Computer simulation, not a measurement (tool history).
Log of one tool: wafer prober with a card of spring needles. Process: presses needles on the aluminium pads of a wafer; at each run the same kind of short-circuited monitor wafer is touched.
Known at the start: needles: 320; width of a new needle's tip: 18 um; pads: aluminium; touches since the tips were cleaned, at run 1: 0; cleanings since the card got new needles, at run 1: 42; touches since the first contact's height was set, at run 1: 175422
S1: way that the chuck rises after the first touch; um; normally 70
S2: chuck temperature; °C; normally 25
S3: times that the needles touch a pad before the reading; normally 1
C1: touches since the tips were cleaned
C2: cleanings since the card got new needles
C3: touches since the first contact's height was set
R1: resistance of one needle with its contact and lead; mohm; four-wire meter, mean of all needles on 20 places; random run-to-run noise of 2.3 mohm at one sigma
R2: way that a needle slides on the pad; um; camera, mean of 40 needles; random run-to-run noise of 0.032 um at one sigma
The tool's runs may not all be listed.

Run 1, day 0: usual settings; C1 0; C2 42; C3 175422. Result: R1 258 mohm, R2 16.43 um.
At day 0.712: tips cleaned on abrasive film.
Run 2, day 0.979: usual settings but S2 34 °C; C1 3541; C2 43; C3 188239. Result: R1 264 mohm, R2 16.47 um.
At day 1.429: tips cleaned on abrasive film.
Run 3, day 1.596: usual settings but S2 34 °C; C1 2169; C2 44; C3 196270. Result: R1 266 mohm, R2 16.41 um.
At day 2.167: tips cleaned on abrasive film.
Run 4, day 2.525: usual settings but S2 34 °C; C1 4724; C2 45; C3 208443. Result: R1 265 mohm, R2 16.41 um.
At day 2.825: tips cleaned on abrasive film.
Run 5, day 3.433: usual settings but S2 34 °C; C1 8029; C2 46; C3 220311. Result: R1 267 mohm, R2 16.46 um.
At day 3.533: tips cleaned on abrasive film.
At day 4.083: height of the first contact set anew.
Run 6, day 4.158: usual settings but S1 60 um; C1 8018; C2 47; C3 973. Result: R1 264 mohm, R2 14.17 um.
At day 4.238: tips cleaned on abrasive film.
At day 4.958: tips cleaned on abrasive film.
Run 7, day 5.096: usual settings but S2 49 °C; C1 1794; C2 49; C3 13168. Result: R1 267 mohm, R2 16.44 um.
At day 5.65: tips cleaned on abrasive film.
Run 8, day 6.092: usual settings; C1 5792; C2 50; C3 26221. Result: R1 259 mohm, R2 16.52 um.
At day 6.333: tips cleaned on abrasive film.
Run 9, day 6.662: usual settings; C1 4287; C2 51; C3 33635. Result: R1 263 mohm, R2 16.52 um.
At day 7.004: tips cleaned on abrasive film.
At day 7.658: tips cleaned on abrasive film.
Run 10, day 7.7: usual settings; C1 517; C2 53; C3 47153. Result: R1 261 mohm, R2 16.49 um.
At day 8.329: tips cleaned on abrasive film.
Run 11, day 8.329: usual settings but S2 40 °C; C1 0; C2 54; C3 55402. Result: R1 266 mohm, R2 16.46 um.
Run 12, day 8.933: usual settings but S2 40 °C; C1 7923; C2 54; C3 63325. Result: R1 270 mohm, R2 16.5 um.
At day 9: tips cleaned on abrasive film.
At day 9.721: tips cleaned on abrasive film.
Run 13, day 9.775: usual settings but S2 40 °C; C1 675; C2 56; C3 74246. Result: R1 263 mohm, R2 16.45 um.
At day 10.392: tips cleaned on abrasive film.
Run 14, day 10.896: usual settings but S2 40 °C; C1 6624; C2 57; C3 88918. Result: R1 268 mohm, R2 16.46 um.
At day 11.054: tips cleaned on abrasive film.
At day 11.725: tips cleaned on abrasive film.
Run 15, day 11.946: usual settings but S2 40 °C; C1 2892; C2 59; C3 102595. Result: R1 263 mohm, R2 16.44 um.
At day 12.417: tips cleaned on abrasive film.
Run 16, day 12.729: usual settings; C1 4110; C2 60; C3 112848. Result: R1 259 mohm, R2 16.4 um.
At day 13.096: tips cleaned on abrasive film.
Run 17, day 13.683: usual settings; C1 7710; C2 61; C3 125317. Result: R1 259 mohm, R2 16.47 um.
At day 13.788: tips cleaned on abrasive film.
At day 14.458: tips cleaned on abrasive film.
Run 18, day 14.846: usual settings but S1 56 um, S2 42 °C, S3 3; C1 5106; C2 63; C3 140479. Result: R1 271 mohm, R2 13.13 um.
At day 15.183: tips cleaned on abrasive film.
Run 19, day 15.604: usual settings but S1 56 um, S2 42 °C, S3 3; C1 5572; C2 64; C3 150397. Result: R1 272 mohm, R2 13.17 um.
At day 15.9: tips cleaned on abrasive film.
Run 20, day 16.329: usual settings but S1 66 um, S2 42 °C, S3 2; C1 5655; C2 65; C3 159866. Result: R1 271 mohm, R2 15.46 um.
At day 16.567: tips cleaned on abrasive film.
Run 21, day 16.95: usual settings but S1 66 um, S2 42 °C, S3 2; C1 5033; C2 66; C3 167963. Result: R1 265 mohm, R2 15.51 um.
At day 17.221: tips cleaned on abrasive film.
Run 22, day 17.458: usual settings but S1 66 um, S2 42 °C, S3 2; C1 3122; C2 67; C3 174570. Result: R1 267 mohm, R2 15.48 um.
At day 17.921: tips cleaned on abrasive film.
Run 23, day 17.988: usual settings but S1 66 um, S2 42 °C, S3 2; C1 879; C2 68; C3 181444. Result: R1 268 mohm, R2 15.53 um.
Run 24, day 18.517: usual settings but S1 66 um, S2 42 °C, S3 2; C1 7865; C2 68; C3 188430. Result: R1 269 mohm, R2 15.52 um.
At day 18.592: tips cleaned on abrasive film.
At day 19.275: tips cleaned on abrasive film.
Run 25, day 19.404: usual settings but S1 66 um, S2 42 °C, S3 2; C1 1708; C2 70; C3 199963. Result: R1 271 mohm, R2 15.45 um.
At day 19.983: tips cleaned on abrasive film.
Run 26, day 20.225: usual settings but S1 78 um, S2 108 °C, S3 2; C1 3144; C2 71; C3 210657. Result: R1 285 mohm, R2 18.35 um.
At day 20.688: tips cleaned on abrasive film.
At day 21.35: tips cleaned on abrasive film.
Run 27, day 21.35: usual settings but S1 64 um, S2 57 °C; C1 0; C2 73; C3 225359. Result: R1 272 mohm, R2 15.02 um.
At day 21.558: height of the first contact set anew.
At day 22.054: tips cleaned on abrasive film.
Run 28, day 22.075: usual settings but S1 82 um, S2 47 °C, S3 2; C1 280; C2 74; C3 6714. Result: R1 263 mohm, R2 19.25 um.
At day 22.708: tips cleaned on abrasive film.
Run 29, day 22.821: usual settings but S1 83 um, S2 45 °C, S3 3; C1 1461; C2 75; C3 16437. Result: R1 265 mohm, R2 19.58 um.
At day 23.367: tips cleaned on abrasive film.
Run 30, day 23.683: usual settings but S1 67 um, S2 90 °C, S3 3; C1 4179; C2 76; C3 27717. Result: R1 283 mohm, R2 15.7 um.
At day 24.092: tips cleaned on abrasive film.
Run 31, day 24.438: usual settings but S1 78 um, S2 95 °C; C1 4541; C2 77; C3 37580. Result: R1 283 mohm, R2 18.34 um.
At day 24.792: tips cleaned on abrasive film.
Run 32, day 25.146: usual settings but S2 33 °C, S3 3; C1 4675; C2 78; C3 46816. Result: R1 265 mohm, R2 16.43 um.

Across each entry between runs, compare the hidden state at the last listed run before it with the hidden state at the first listed run after it:
After run 1, before run 2: tips cleaned on abrasive film (day 0.712)
  debris on the tips, nm: 0.1 -> 0.6
After run 2, before run 3: tips cleaned on abrasive film (day 1.429)
  debris on the tips, nm: 0.6 -> 0.5
After run 3, before run 4: tips cleaned on abrasive film (day 2.167)
  debris on the tips, nm: 0.5 -> 0.7
After run 4, before run 5: tips cleaned on abrasive film (day 2.825)
  debris on the tips, nm: 0.7 -> 0.8
After run 5, before run 6: tips cleaned on abrasive film (day 3.533); height of the first contact set anew (day 4.083)
  way that the needles fall short of the set height, um: 0.03 -> 0
After run 6, before run 7: tips cleaned on abrasive film (day 4.238); tips cleaned on abrasive film (day 4.958)
  debris on the tips, nm: 0.8 -> 0.4
After run 7, before run 8: tips cleaned on abrasive film (day 5.65)
  debris on the tips, nm: 0.4 -> 0.8; tips' diameter, um: 18.02 -> 18.03
After run 8, before run 9: tips cleaned on abrasive film (day 6.333)
  debris on the tips, nm: 0.8 -> 0.6
After run 9, before run 10: tips cleaned on abrasive film (day 7.004); tips cleaned on abrasive film (day 7.658)
  debris on the tips, nm: 0.6 -> 0.2; way that the needles fall short of the set height, um: 0 -> 0.01
After run 10, before run 11: tips cleaned on abrasive film (day 8.329)
  debris on the tips, nm: 0.2 -> 0.1
After run 12, before run 13: tips cleaned on abrasive film (day 9); tips cleaned on abrasive film (day 9.721)
  debris on the tips, nm: 0.8 -> 0.2
After run 13, before run 14: tips cleaned on abrasive film (day 10.392)
  debris on the tips, nm: 0.2 -> 0.8
After run 14, before run 15: tips cleaned on abrasive film (day 11.054); tips cleaned on abrasive film (day 11.725)
  debris on the tips, nm: 0.8 -> 0.5; way that the needles fall short of the set height, um: 0.01 -> 0.02
After run 15, before run 16: tips cleaned on abrasive film (day 12.417)
  debris on the tips, nm: 0.5 -> 0.6
After run 16, before run 17: tips cleaned on abrasive film (day 13.096)
  debris on the tips, nm: 0.6 -> 0.8
After run 17, before run 18: tips cleaned on abrasive film (day 13.788); tips cleaned on abrasive film (day 14.458)
  debris on the tips, nm: 0.8 -> 0.7
After run 18, before run 19: tips cleaned on abrasive film (day 15.183)
  both runs share identical hidden conditions
After run 19, before run 20: tips cleaned on abrasive film (day 15.9)
  way that the needles fall short of the set height, um: 0.02 -> 0.03
After run 20, before run 21: tips cleaned on abrasive film (day 16.567)
  both runs share identical hidden conditions
After run 21, before run 22: tips cleaned on abrasive film (day 17.221)
  debris on the tips, nm: 0.7 -> 0.6
After run 22, before run 23: tips cleaned on abrasive film (day 17.921)
  debris on the tips, nm: 0.6 -> 0.3
After run 24, before run 25: tips cleaned on abrasive film (day 18.592); tips cleaned on abrasive film (day 19.275)
  debris on the tips, nm: 0.8 -> 0.4; tips' diameter, um: 18.03 -> 18.04
After run 25, before run 26: tips cleaned on abrasive film (day 19.983)
  debris on the tips, nm: 0.4 -> 0.6; way that the needles fall short of the set height, um: 0.03 -> 0.04
After run 26, before run 27: tips cleaned on abrasive film (day 20.688); tips cleaned on abrasive film (day 21.35)
  debris on the tips, nm: 0.6 -> 0.1
After run 27, before run 28: height of the first contact set anew (day 21.558); tips cleaned on abrasive film (day 22.054)
  way that the needles fall short of the set height, um: 0.04 -> 0
After run 28, before run 29: tips cleaned on abrasive film (day 22.708)
  debris on the tips, nm: 0.1 -> 0.4
After run 29, before run 30: tips cleaned on abrasive film (day 23.367)
  debris on the tips, nm: 0.4 -> 0.7
After run 30, before run 31: tips cleaned on abrasive film (day 24.092)
  way that the needles fall short of the set height, um: 0 -> 0.01
After run 31, before run 32: tips cleaned on abrasive film (day 24.792)
  debris on the tips, nm: 0.7 -> 0.6
